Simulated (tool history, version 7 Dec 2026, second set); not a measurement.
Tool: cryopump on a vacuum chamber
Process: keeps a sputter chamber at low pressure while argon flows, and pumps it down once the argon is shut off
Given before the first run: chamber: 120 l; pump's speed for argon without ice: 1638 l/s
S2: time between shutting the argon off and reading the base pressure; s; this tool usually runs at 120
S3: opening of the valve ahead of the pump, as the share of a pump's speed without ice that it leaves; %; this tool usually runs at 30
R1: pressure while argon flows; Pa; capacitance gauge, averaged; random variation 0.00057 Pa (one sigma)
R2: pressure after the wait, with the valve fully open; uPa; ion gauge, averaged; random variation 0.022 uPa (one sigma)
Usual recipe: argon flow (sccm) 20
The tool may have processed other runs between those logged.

{"run": 1, "day": 0.0, "argon flow (sccm)": 20, "S2": 120, "S3": 30, "R1": 0.0732, "R2": 2.43}
{"run": 2, "day": 0.596, "argon flow (sccm)": 20, "S2": 120, "S3": 30, "R1": 0.0723, "R2": 2.43}
{"run": 3, "day": 1.188, "argon flow (sccm)": 20, "S2": 120, "S3": 30, "R1": 0.0735, "R2": 2.44}
{"run": 4, "day": 1.867, "argon flow (sccm)": 20, "S2": 120, "S3": 30, "R1": 0.0735, "R2": 2.53}
{"run": 5, "day": 2.321, "argon flow (sccm)": 20, "S2": 120, "S3": 30, "R1": 0.0735, "R2": 2.56}
{"run": 6, "day": 2.883, "argon flow (sccm)": 20, "S2": 120, "S3": 30, "R1": 0.074, "R2": 2.62}
{"run": 7, "day": 3.5, "argon flow (sccm)": 20, "S2": 120, "S3": 30, "R1": 0.0751, "R2": 2.57}
{"run": 8, "day": 3.838, "argon flow (sccm)": 9, "S2": 120, "S3": 30, "R1": 0.0337, "R2": 2.63}
{"run": 9, "day": 4.371, "argon flow (sccm)": 9, "S2": 120, "S3": 30, "R1": 0.034, "R2": 2.68}
{"run": 10, "day": 4.654, "argon flow (sccm)": 20, "S2": 275, "S3": 30, "R1": 0.0747, "R2": 2.49}
{"run": 11, "day": 5.229, "argon flow (sccm)": 20, "S2": 120, "S3": 30, "R1": 0.075, "R2": 2.82}
{"run": 12, "day": 5.892, "argon flow (sccm)": 20, "S2": 120, "S3": 30, "R1": 0.0754, "R2": 2.8}
{"run": 13, "day": 6.442, "argon flow (sccm)": 20, "S2": 120, "S3": 30, "R1": 0.0756, "R2": 2.91}
{"run": 14, "day": 7.112, "argon flow (sccm)": 20, "S2": 149, "S3": 30, "R1": 0.0762, "R2": 2.84}
{"run": 15, "day": 7.679, "argon flow (sccm)": 20, "S2": 72, "S3": 30, "R1": 0.0764, "R2": 3.31}
{"run": 16, "day": 8.038, "argon flow (sccm)": 20, "S2": 72, "S3": 30, "R1": 0.077, "R2": 3.28}
{"run": 17, "day": 8.408, "argon flow (sccm)": 20, "S2": 120, "S3": 46, "R1": 0.0527, "R2": 3}
{"run": 18, "day": 8.7, "argon flow (sccm)": 37, "S2": 120, "S3": 37, "R1": 0.1196, "R2": 2.97}
{"run": 19, "day": 9.292, "argon flow (sccm)": 9, "S2": 59, "S3": 26, "R1": 0.0399, "R2": 3.62}
{"run": 20, "day": 9.579, "argon flow (sccm)": 9, "S2": 59, "S3": 26, "R1": 0.039, "R2": 3.53}
{"run": 21, "day": 10.0, "argon flow (sccm)": 9, "S2": 59, "S3": 26, "R1": 0.04, "R2": 3.57}
{"day": 10.571, "done": "pump warmed up, emptied and cooled again"}
{"run": 22, "day": 10.846, "argon flow (sccm)": 9, "S2": 59, "S3": 26, "R1": 0.0347, "R2": 2.89}
{"run": 23, "day": 11.346, "argon flow (sccm)": 31, "S2": 169, "S3": 30, "R1": 0.1063, "R2": 2.26}
{"run": 24, "day": 11.796, "argon flow (sccm)": 15, "S2": 34, "S3": 26, "R1": 0.0606, "R2": 3.63}
{"run": 25, "day": 12.262, "argon flow (sccm)": 15, "S2": 34, "S3": 26, "R1": 0.0605, "R2": 3.63}
{"run": 26, "day": 12.758, "argon flow (sccm)": 15, "S2": 272, "S3": 26, "R1": 0.0601, "R2": 2.35}
{"run": 27, "day": 13.3, "argon flow (sccm)": 18, "S2": 232, "S3": 42, "R1": 0.0446, "R2": 2.28}
{"run": 28, "day": 13.596, "argon flow (sccm)": 18, "S2": 232, "S3": 42, "R1": 0.0454, "R2": 2.38}
{"run": 29, "day": 14.067, "argon flow (sccm)": 23, "S2": 232, "S3": 41, "R1": 0.0594, "R2": 2.42}
{"run": 30, "day": 14.604, "argon flow (sccm)": 23, "S2": 24, "S3": 41, "R1": 0.0605, "R2": 4.5}
{"run": 31, "day": 15.262, "argon flow (sccm)": 20, "S2": 45, "S3": 26, "R1": 0.0801, "R2": 3.39}
{"run": 32, "day": 15.538, "argon flow (sccm)": 8, "S2": 240, "S3": 16, "R1": 0.0521, "R2": 2.43}
{"run": 33, "day": 16.083, "argon flow (sccm)": 39, "S2": 120, "S3": 30, "R1": 0.1361, "R2": 2.68}

Below are 4 alternative next runs, each starting from the tool's condition after run 33. Predict each:
{"run": "A", "day": 16.362, "argon flow (sccm)": 20, "S2": 120, "S3": 52, "R1": "?", "R2": "?"}
{"run": "B", "day": 16.362, "argon flow (sccm)": 24, "S2": 120, "S3": 30, "R1": "?", "R2": "?"}
{"run": "C", "day": 16.362, "argon flow (sccm)": 20, "S2": 160, "S3": 57, "R1": "?", "R2": "?"}
{"run": "D", "day": 16.362, "argon flow (sccm)": 39, "S2": 120, "S3": 57, "R1": "?", "R2": "?"}

run=A R1=0.0421 R2=2.78
run=B R1=0.0841 R2=2.75
run=C R1=0.0378 R2=2.72
run=D R1=0.0736 R2=2.73
With the hidden condition removed and each run's random variation left untouched, the same runs would have given:
run=A R1=0.0404 R2=0.68
run=B R1=0.082 R2=0.7
run=C R1=0.036 R2=0.61
run=D R1=0.0702 R2=0.67

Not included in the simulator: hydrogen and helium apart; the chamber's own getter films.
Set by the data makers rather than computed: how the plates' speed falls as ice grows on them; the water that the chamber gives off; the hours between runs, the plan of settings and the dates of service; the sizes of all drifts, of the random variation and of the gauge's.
